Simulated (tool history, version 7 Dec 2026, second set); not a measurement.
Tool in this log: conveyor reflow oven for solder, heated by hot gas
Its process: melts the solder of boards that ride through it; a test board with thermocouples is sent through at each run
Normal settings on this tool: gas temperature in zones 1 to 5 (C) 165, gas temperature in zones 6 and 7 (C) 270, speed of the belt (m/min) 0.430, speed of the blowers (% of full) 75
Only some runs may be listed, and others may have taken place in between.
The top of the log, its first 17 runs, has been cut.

run	hour	gas temperature in zones 1 to 5 (C)	gas temperature in zones 6 and 7 (C)	speed of the belt (m/min)	speed of the blowers (% of full)	hours of work since the flux was cleaned out	hours of work since the belt drive was overhauled	hours of work since the thermocouples were changed	highest temperature of the board (C)	time above the solder's melting point (s)
18	375.6	165	272	0.430	73	56	158	720	257.2	74.9
19	404.2	168	273	0.430	75	77	179	740	258.4	77.6
20	430.6	165	283	0.430	75	96	198	759	267.7	81.9
21	453.6	165	283	0.505	75	112	214	776	261.4	65.5
22	481.7	172	263	0.430	75	133	234	796	249.3	71.8
23	500.1	154	281	0.430	53	146	248	809	256.4	68.0
# hour 518.0: flux residue cleaned out of gas plates and filters
24	530.9	163	270	0.513	84	9	266	828	253.3	58.8
25	548.3	163	270	0.513	84	22	279	840	253.3	58.8
26	573.7	165	270	0.430	67	40	297	859	254.2	72.5
27	590.0	165	270	0.430	67	52	309	870	254.1	72.1
28	612.0	165	270	0.385	75	68	325	886	258.6	86.5
29	632.4	159	270	0.468	89	83	339	901	255.4	66.4
30	661.5	161	270	0.430	73	104	360	922	254.0	71.6
31	675.8	161	260	0.430	73	114	371	932	244.8	62.6

Branching from run 31: 3 alternative next runs. What would each branch give?
A	693.6	165	261	0.413	55	127	384	945	?	?
B	693.6	161	260	0.430	80	127	384	945	?	?
C	693.6	161	260	0.372	73	127	384	945	?	?

run	highest temperature of the board (C)	time above the solder's melting point (s)
A	243.3	62.3
B	246.3	65.4
C	247.8	79.3
Had the tool no hidden state, the same runs would have come out as:
run	highest temperature of the board (C)	time above the solder's melting point (s)
A	246.5	66.1
B	249.9	68.9
C	251.3	82.7
